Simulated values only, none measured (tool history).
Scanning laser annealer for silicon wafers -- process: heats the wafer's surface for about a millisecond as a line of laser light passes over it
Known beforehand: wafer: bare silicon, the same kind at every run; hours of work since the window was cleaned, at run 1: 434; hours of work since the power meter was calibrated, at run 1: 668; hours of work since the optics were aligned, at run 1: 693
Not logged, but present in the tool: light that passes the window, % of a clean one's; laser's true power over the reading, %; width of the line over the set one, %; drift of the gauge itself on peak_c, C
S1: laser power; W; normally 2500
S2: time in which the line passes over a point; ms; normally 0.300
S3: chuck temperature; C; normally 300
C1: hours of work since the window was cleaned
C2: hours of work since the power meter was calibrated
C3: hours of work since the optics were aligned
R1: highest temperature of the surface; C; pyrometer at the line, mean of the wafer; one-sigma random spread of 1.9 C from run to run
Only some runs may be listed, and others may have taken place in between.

| run | hour | S1 | S2 | S3 | C1 | C2 | C3 | R1 |
|---|---|---|---|---|---|---|---|---|
| 1 | 0.0 | 2500 | 0.300 | 300 | 434 | 668 | 693 | 1122 |
| 2 | 31.6 | 2500 | 0.300 | 280 | 448 | 682 | 708 | 1100 |
| 3 | 59.7 | 2500 | 0.300 | 280 | 461 | 695 | 721 | 1102 |
| 4 | 91.0 | 2728 | 0.300 | 300 | 476 | 710 | 735 | 1199 |
| 5 | 122.6 | 2728 | 0.300 | 295 | 490 | 725 | 750 | 1191 |
| 6 | 162.6 | 2728 | 0.300 | 295 | 509 | 743 | 768 | 1194 |
| 7 | 190.8 | 2195 | 0.300 | 295 | 522 | 756 | 782 | 1007 |
| 8 | 231.5 | 2195 | 0.300 | 295 | 541 | 775 | 800 | 1005 |
| 9 | 268.6 | 2195 | 0.300 | 295 | 558 | 792 | 818 | 1008 |
| 10 | 287.1 | 2205 | 0.300 | 295 | 567 | 801 | 826 | 1011 |
| 11 | 304.1 | 2205 | 0.340 | 295 | 574 | 809 | 834 | 1060 |
| 12 | 326.7 | 2205 | 0.340 | 295 | 585 | 819 | 844 | 1059 |
| 13 | 357.1 | 2205 | 0.340 | 295 | 599 | 833 | 859 | 1058 |
| 14 | 387.5 | 2500 | 0.298 | 300 | 613 | 847 | 873 | 1113 |
| 15 | 406.1 | 2267 | 0.349 | 300 | 622 | 856 | 881 | 1097 |
| 16 | 446.5 | 2158 | 0.300 | 329 | 640 | 875 | 900 | 1026 |
| 17 | 471.8 | 2158 | 0.300 | 329 | 652 | 886 | 912 | 1025 |
| 18 | 503.7 | 2158 | 0.352 | 314 | 667 | 901 | 926 | 1071 |
| 19 | 527.4 | 2218 | 0.352 | 314 | 678 | 912 | 937 | 1092 |
| 20 | 560.9 | 2660 | 0.300 | 283 | 693 | 928 | 953 | 1149 |
| 21 | 583.3 | 2359 | 0.251 | 286 | 704 | 938 | 963 | 984 |
| 22 | 616.8 | 2275 | 0.224 | 330 | 719 | 953 | 979 | 958 |
| 23 | 655.3 | 2275 | 0.224 | 330 | 737 | 971 | 997 | 958 |
| 24 | 686.3 | 2275 | 0.276 | 285 | 751 | 986 | 1011 | 988 |
| 25 | 719.6 | 2275 | 0.276 | 285 | 767 | 1001 | 1026 | 990 |
| 26 | 749.1 | 2275 | 0.276 | 285 | 781 | 1015 | 1040 | 986 |
| 27 | 766.6 | 2500 | 0.300 | 335 | 789 | 1023 | 1048 | 1149 |
| 28 | 793.8 | 2398 | 0.300 | 300 | 801 | 1035 | 1061 | 1079 |

Measured minus without-hidden-state, run by run (identical run-to-run variation in each term; gauge scatter may differ):
| run | R1 |
|---|---|
| 1 | -21 |
| 2 | -21 |
| 3 | -21 |
| 4 | -24 |
| 5 | -25 |
| 6 | -25 |
| 7 | -20 |
| 8 | -21 |
| 9 | -22 |
| 10 | -22 |
| 11 | -24 |
| 12 | -24 |
| 13 | -25 |
| 14 | -26 |
| 15 | -26 |
| 16 | -23 |
| 17 | -23 |
| 18 | -26 |
| 19 | -28 |
| 20 | -31 |
| 21 | -25 |
| 22 | -23 |
| 23 | -23 |
| 24 | -26 |
| 25 | -27 |
| 26 | -27 |
| 27 | -32 |
| 28 | -31 |
